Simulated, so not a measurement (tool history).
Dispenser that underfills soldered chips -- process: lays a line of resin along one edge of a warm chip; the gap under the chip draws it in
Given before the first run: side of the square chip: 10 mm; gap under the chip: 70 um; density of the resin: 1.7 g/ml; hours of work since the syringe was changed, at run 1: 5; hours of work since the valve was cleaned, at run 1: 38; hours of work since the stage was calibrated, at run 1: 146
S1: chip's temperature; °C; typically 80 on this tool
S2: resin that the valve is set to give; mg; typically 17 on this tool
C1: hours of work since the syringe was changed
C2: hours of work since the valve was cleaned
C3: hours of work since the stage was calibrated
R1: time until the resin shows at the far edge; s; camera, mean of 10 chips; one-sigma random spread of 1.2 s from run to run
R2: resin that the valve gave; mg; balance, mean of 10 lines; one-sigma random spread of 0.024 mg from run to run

| run | hour | S1 | S2 | C1 | C2 | C3 | R1 | R2 |
|---|---|---|---|---|---|---|---|---|
| 1 | 0 | 80 | 17 | 5 | 38 | 146 | 167.4 | 16.54 |
|  | 4.7 | new syringe of resin |
| 2 | 7.2 | 85 | 17 | 2 | 43 | 151 | 107.2 | 16.48 |
| 3 | 14.8 | 85 | 17 | 7 | 49 | 157 | 147.6 | 16.44 |
|  | 16.6 | new syringe of resin |
| 4 | 20.9 | 80 | 17 | 3 | 53 | 161 | 144.9 | 16.37 |
|  | 23.2 | dispensing valve cleaned and set on the balance |
| 5 | 28.6 | 69 | 17 | 8 | 4 | 166 | 323.4 | 16.94 |
|  | 29.6 | new syringe of resin |
| 6 | 33.8 | 69 | 17 | 3 | 8 | 169 | 246.3 | 16.91 |
|  | 41.2 | new syringe of resin |
| 7 | 42.6 | 80 | 16 | 1 | 14 | 176 | 134.4 | 15.8 |
| 8 | 50.3 | 77 | 17 | 7 | 20 | 181 | 211.6 | 16.75 |
|  | 53.3 | new syringe of resin |
| 9 | 55.8 | 80 | 16.3 | 2 | 23 | 185 | 136.4 | 16.06 |
| 10 | 61 | 80 | 16.3 | 6 | 27 | 189 | 174.1 | 16 |
|  | 65.3 | new syringe of resin |
| 11 | 68.4 | 80 | 19.5 | 2 | 32 | 194 | 139.6 | 19.12 |
| 12 | 72.9 | 80 | 19.5 | 6 | 36 | 198 | 170.1 | 19.03 |
|  | 77.1 | new syringe of resin |
| 13 | 77.9 | 94 | 14.8 | 1 | 39 | 201 | 71.1 | 14.44 |
| 14 | 86.4 | 75 | 18.7 | 7 | 45 | 207 | 224.3 | 18.14 |
|  | 88.7 | new syringe of resin |
| 15 | 92 | 75 | 18.7 | 2 | 49 | 211 | 176 | 18.05 |
| 16 | 98 | 67 | 18.6 | 7 | 54 | 216 | 342.7 | 17.93 |
|  | 99.5 | dispensing valve cleaned and set on the balance |
|  | 101.9 | new syringe of resin |
| 17 | 106.5 | 91 | 17 | 3 | 5 | 221 | 91.5 | 16.95 |
| 18 | 110.3 | 92 | 17 | 6 | 8 | 224 | 101.4 | 16.96 |

Forecast run 19:
|  | 113.8 | new syringe of resin |
| 19 | 116.5 | 93 | 16 | 2 | 12 | 228 | ? | ? |

Run 19 came out at R1 81.3 s, R2 15.88 mg.
Were there no unlogged condition in the tool, this run, its random variation unchanged, would have produced R1 65.8 s, R2 15.96 mg.

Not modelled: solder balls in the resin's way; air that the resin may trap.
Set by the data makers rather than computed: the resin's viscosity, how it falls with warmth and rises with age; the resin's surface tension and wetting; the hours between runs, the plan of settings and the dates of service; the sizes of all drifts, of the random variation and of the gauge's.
